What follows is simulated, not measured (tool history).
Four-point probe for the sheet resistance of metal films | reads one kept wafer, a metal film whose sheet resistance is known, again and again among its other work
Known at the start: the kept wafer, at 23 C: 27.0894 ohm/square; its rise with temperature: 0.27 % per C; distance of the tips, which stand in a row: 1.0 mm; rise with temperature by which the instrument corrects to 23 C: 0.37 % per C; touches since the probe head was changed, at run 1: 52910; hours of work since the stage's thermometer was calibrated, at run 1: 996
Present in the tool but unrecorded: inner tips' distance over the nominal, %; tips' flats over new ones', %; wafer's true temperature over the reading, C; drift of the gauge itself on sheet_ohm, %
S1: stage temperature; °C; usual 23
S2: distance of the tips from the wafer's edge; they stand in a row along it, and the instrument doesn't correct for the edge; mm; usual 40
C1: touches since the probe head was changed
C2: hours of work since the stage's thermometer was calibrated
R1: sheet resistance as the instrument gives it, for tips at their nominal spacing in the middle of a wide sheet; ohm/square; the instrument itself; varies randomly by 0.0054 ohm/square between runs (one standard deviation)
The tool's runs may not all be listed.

{"run": 1, "day": 0.0, "S1": 23, "S2": 40, "C1": 52910, "C2": 996, "R1": 26.904258}
{"run": 2, "day": 1.292, "S1": 23, "S2": 40, "C1": 54809, "C2": 1020, "R1": 26.891699}
{"run": 3, "day": 3.758, "S1": 23, "S2": 40, "C1": 58443, "C2": 1067, "R1": 26.87916}
{"run": 4, "day": 5.229, "S1": 23, "S2": 40, "C1": 60613, "C2": 1094, "R1": 26.881823}
{"run": 5, "day": 7.288, "S1": 23, "S2": 40, "C1": 63641, "C2": 1133, "R1": 26.882171}
{"run": 6, "day": 8.888, "S1": 23, "S2": 40, "C1": 65996, "C2": 1163, "R1": 26.856455}
{"run": 7, "day": 11.192, "S1": 23, "S2": 40, "C1": 69389, "C2": 1206, "R1": 26.853231}
{"run": 8, "day": 13.608, "S1": 23, "S2": 40, "C1": 72949, "C2": 1252, "R1": 26.841019}
{"run": 9, "day": 15.042, "S1": 23, "S2": 4, "C1": 75059, "C2": 1279, "R1": 27.693391}
{"run": 10, "day": 17.7, "S1": 23, "S2": 4, "C1": 78972, "C2": 1329, "R1": 27.681068}
{"run": 11, "day": 19.879, "S1": 23, "S2": 4, "C1": 82186, "C2": 1370, "R1": 27.688071}
{"run": 12, "day": 22.933, "S1": 25, "S2": 40, "C1": 86684, "C2": 1427, "R1": 26.746455}
{"run": 13, "day": 25.183, "S1": 23, "S2": 40, "C1": 89995, "C2": 1469, "R1": 26.804296}
{"run": 14, "day": 26.504, "S1": 23, "S2": 40, "C1": 91940, "C2": 1494, "R1": 26.777193}
{"run": 15, "day": 28.525, "S1": 23, "S2": 10, "C1": 94914, "C2": 1532, "R1": 26.906798}
{"run": 16, "day": 31.475, "S1": 23, "S2": 19, "C1": 99259, "C2": 1588, "R1": 26.80265}
{"run": 17, "day": 34.05, "S1": 21, "S2": 19, "C1": 103052, "C2": 1636, "R1": 26.835911}
{"run": 18, "day": 36.275, "S1": 34, "S2": 12, "C1": 106330, "C2": 1678, "R1": 26.544596}
{"day": 38.092, "done": "stage's thermometer calibrated"}
{"run": 19, "day": 38.188, "S1": 23, "S2": 24, "C1": 109116, "C2": 2, "R1": 26.798086}
{"run": 20, "day": 39.875, "S1": 28, "S2": 5, "C1": 111602, "C2": 34, "R1": 27.205115}
{"run": 21, "day": 42.188, "S1": 30, "S2": 5, "C1": 115007, "C2": 77, "R1": 27.135052}
{"run": 22, "day": 44.146, "S1": 22, "S2": 41, "C1": 117889, "C2": 114, "R1": 26.794259}
{"run": 23, "day": 47.104, "S1": 31, "S2": 68, "C1": 122246, "C2": 169, "R1": 26.530002}
{"run": 24, "day": 50.258, "S1": 29, "S2": 16, "C1": 126887, "C2": 229, "R1": 26.618127}
{"run": 25, "day": 52.229, "S1": 29, "S2": 16, "C1": 129791, "C2": 266, "R1": 26.607528}
{"run": 26, "day": 54.758, "S1": 29, "S2": 16, "C1": 133514, "C2": 313, "R1": 26.590273}
{"run": 27, "day": 57.421, "S1": 22, "S2": 14, "C1": 137438, "C2": 363, "R1": 26.783723}

Predict each of these 3 candidate next runs independently; none follows another, all start after run 27:
{"run": "A", "day": 59.658, "S1": 19, "S2": 21, "C1": 140733, "C2": 405, "R1": "?"}
{"run": "B", "day": 59.658, "S1": 29, "S2": 6, "C1": 140733, "C2": 405, "R1": "?"}
{"run": "C", "day": 59.658, "S1": 31, "S2": 40, "C1": 140733, "C2": 405, "R1": "?"}

run=A R1=26.822476
run=B R1=26.913454
run=C R1=26.480031
What these runs would have given with no unlogged condition in the tool:
run=A R1=27.235562
run=B R1=27.327171
run=C R1=26.88746
